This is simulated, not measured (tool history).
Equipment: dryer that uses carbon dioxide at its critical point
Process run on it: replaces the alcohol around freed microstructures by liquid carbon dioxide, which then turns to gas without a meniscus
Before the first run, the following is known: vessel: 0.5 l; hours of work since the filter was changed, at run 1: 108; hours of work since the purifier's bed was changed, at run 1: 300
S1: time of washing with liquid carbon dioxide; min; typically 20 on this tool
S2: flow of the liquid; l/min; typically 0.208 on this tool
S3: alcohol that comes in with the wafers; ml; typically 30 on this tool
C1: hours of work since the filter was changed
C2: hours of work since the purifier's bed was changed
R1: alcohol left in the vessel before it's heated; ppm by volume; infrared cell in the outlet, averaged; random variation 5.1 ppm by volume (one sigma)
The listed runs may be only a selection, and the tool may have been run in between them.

{"run": 1, "hour": 0.0, "S1": 20, "S2": 0.208, "S3": 30, "C1": 108, "C2": 300, "R1": 224}
{"run": 2, "hour": 18.0, "S1": 20, "S2": 0.208, "S3": 30, "C1": 120, "C2": 313, "R1": 237}
{"run": 3, "hour": 26.7, "S1": 20, "S2": 0.208, "S3": 30, "C1": 126, "C2": 319, "R1": 251}
{"run": 4, "hour": 36.9, "S1": 20, "S2": 0.208, "S3": 30, "C1": 133, "C2": 326, "R1": 251}
{"run": 5, "hour": 49.8, "S1": 20, "S2": 0.208, "S3": 30, "C1": 142, "C2": 335, "R1": 262}
{"run": 6, "hour": 64.8, "S1": 27, "S2": 0.208, "S3": 30, "C1": 153, "C2": 345, "R1": 128}
{"hour": 69.3, "done": "inlet filter changed"}
{"run": 7, "hour": 79.4, "S1": 20, "S2": 0.208, "S3": 30, "C1": 7, "C2": 355, "R1": 182}
{"run": 8, "hour": 95.3, "S1": 20, "S2": 0.208, "S3": 30, "C1": 18, "C2": 366, "R1": 192}
{"run": 9, "hour": 104.6, "S1": 20, "S2": 0.316, "S3": 30, "C1": 25, "C2": 372, "R1": 124}
{"run": 10, "hour": 114.3, "S1": 20, "S2": 0.316, "S3": 30, "C1": 31, "C2": 379, "R1": 116}
{"run": 11, "hour": 123.3, "S1": 20, "S2": 0.316, "S3": 30, "C1": 38, "C2": 385, "R1": 117}
{"run": 12, "hour": 140.9, "S1": 20, "S2": 0.316, "S3": 30, "C1": 50, "C2": 398, "R1": 126}
{"run": 13, "hour": 150.2, "S1": 20, "S2": 0.316, "S3": 30, "C1": 56, "C2": 404, "R1": 129}
{"run": 14, "hour": 163.4, "S1": 20, "S2": 0.316, "S3": 30, "C1": 66, "C2": 413, "R1": 128}
{"run": 15, "hour": 172.5, "S1": 20, "S2": 0.316, "S3": 30, "C1": 72, "C2": 420, "R1": 132}
{"run": 16, "hour": 187.3, "S1": 20, "S2": 0.316, "S3": 113, "C1": 82, "C2": 430, "R1": 148}
{"run": 17, "hour": 201.0, "S1": 20, "S2": 0.316, "S3": 113, "C1": 92, "C2": 440, "R1": 144}
{"run": 18, "hour": 215.7, "S1": 20, "S2": 0.316, "S3": 113, "C1": 102, "C2": 450, "R1": 160}
{"run": 19, "hour": 229.1, "S1": 20, "S2": 0.186, "S3": 30, "C1": 111, "C2": 459, "R1": 398}
{"run": 20, "hour": 240.2, "S1": 12, "S2": 0.208, "S3": 30, "C1": 119, "C2": 467, "R1": 1738}
{"run": 21, "hour": 257.9, "S1": 20, "S2": 0.297, "S3": 30, "C1": 131, "C2": 479, "R1": 153}
{"run": 22, "hour": 270.1, "S1": 20, "S2": 0.297, "S3": 30, "C1": 140, "C2": 488, "R1": 166}
{"run": 23, "hour": 286.2, "S1": 20, "S2": 0.297, "S3": 30, "C1": 151, "C2": 499, "R1": 167}
{"hour": 293.0, "done": "inlet filter changed"}
{"run": 24, "hour": 297.3, "S1": 20, "S2": 0.208, "S3": 104, "C1": 3, "C2": 506, "R1": 374}
{"run": 25, "hour": 313.4, "S1": 17, "S2": 0.208, "S3": 96, "C1": 14, "C2": 517, "R1": 791}
{"run": 26, "hour": 321.2, "S1": 17, "S2": 0.156, "S3": 96, "C1": 20, "C2": 523, "R1": 2697}
{"run": 27, "hour": 329.2, "S1": 17, "S2": 0.156, "S3": 96, "C1": 25, "C2": 528, "R1": 2771}
{"run": 28, "hour": 344.6, "S1": 22, "S2": 0.156, "S3": 96, "C1": 36, "C2": 539, "R1": 944}
{"run": 29, "hour": 359.1, "S1": 28, "S2": 0.242, "S3": 30, "C1": 46, "C2": 549, "R1": 161}
{"run": 30, "hour": 372.4, "S1": 28, "S2": 0.242, "S3": 30, "C1": 55, "C2": 558, "R1": 161}
{"run": 31, "hour": 390.2, "S1": 28, "S2": 0.304, "S3": 76, "C1": 68, "C2": 571, "R1": 164}
{"run": 32, "hour": 398.1, "S1": 28, "S2": 0.304, "S3": 76, "C1": 73, "C2": 576, "R1": 170}
{"run": 33, "hour": 407.1, "S1": 28, "S2": 0.304, "S3": 76, "C1": 80, "C2": 582, "R1": 163}
{"run": 34, "hour": 416.5, "S1": 20, "S2": 0.208, "S3": 23, "C1": 86, "C2": 589, "R1": 259}
{"run": 35, "hour": 429.9, "S1": 20, "S2": 0.208, "S3": 23, "C1": 95, "C2": 598, "R1": 265}
{"run": 36, "hour": 439.2, "S1": 17, "S2": 0.183, "S3": 36, "C1": 102, "C2": 605, "R1": 878}
{"run": 37, "hour": 451.0, "S1": 15, "S2": 0.183, "S3": 36, "C1": 110, "C2": 613, "R1": 1460}
{"run": 38, "hour": 464.3, "S1": 22, "S2": 0.288, "S3": 36, "C1": 119, "C2": 622, "R1": 187}
{"hour": 479.9, "done": "purifier's bed changed"}
{"run": 39, "hour": 482.7, "S1": 20, "S2": 0.168, "S3": 30, "C1": 130, "C2": 2, "R1": 466}
{"run": 40, "hour": 498.0, "S1": 13, "S2": 0.263, "S3": 87, "C1": 141, "C2": 13, "R1": 1463}
{"run": 41, "hour": 513.8, "S1": 20, "S2": 0.236, "S3": 97, "C1": 152, "C2": 24, "R1": 277}
{"hour": 518.9, "done": "inlet filter changed"}
{"run": 42, "hour": 531.9, "S1": 13, "S2": 0.175, "S3": 28, "C1": 9, "C2": 36, "R1": 1436}
{"run": 43, "hour": 544.7, "S1": 24, "S2": 0.175, "S3": 21, "C1": 18, "C2": 44, "R1": 64}
{"run": 44, "hour": 560.6, "S1": 24, "S2": 0.175, "S3": 21, "C1": 29, "C2": 56, "R1": 62}
{"run": 45, "hour": 573.0, "S1": 19, "S2": 0.208, "S3": 30, "C1": 38, "C2": 64, "R1": 140}
{"run": 46, "hour": 582.1, "S1": 20, "S2": 0.208, "S3": 52, "C1": 44, "C2": 71, "R1": 188}
{"run": 47, "hour": 590.8, "S1": 32, "S2": 0.13, "S3": 30, "C1": 50, "C2": 77, "R1": 110}

Predict each of these 4 candidate next runs independently; none follows another, all start after run 47:
{"run": "A", "hour": 606.6, "S1": 28, "S2": 0.155, "S3": 73, "C1": 61, "C2": 88, "R1": "?"}
{"run": "B", "hour": 606.6, "S1": 24, "S2": 0.13, "S3": 30, "C1": 61, "C2": 88, "R1": "?"}
{"run": "C", "hour": 606.6, "S1": 16, "S2": 0.164, "S3": 29, "C1": 61, "C2": 88, "R1": "?"}
{"run": "D", "hour": 606.6, "S1": 23, "S2": 0.159, "S3": 91, "C1": 61, "C2": 88, "R1": "?"}

run=A R1=208
run=B R1=472
run=C R1=1055
run=D R1=632
What these runs would have given with no unlogged condition in the tool:
run=A R1=117
run=B R1=318
run=C R1=772
run=D R1=404
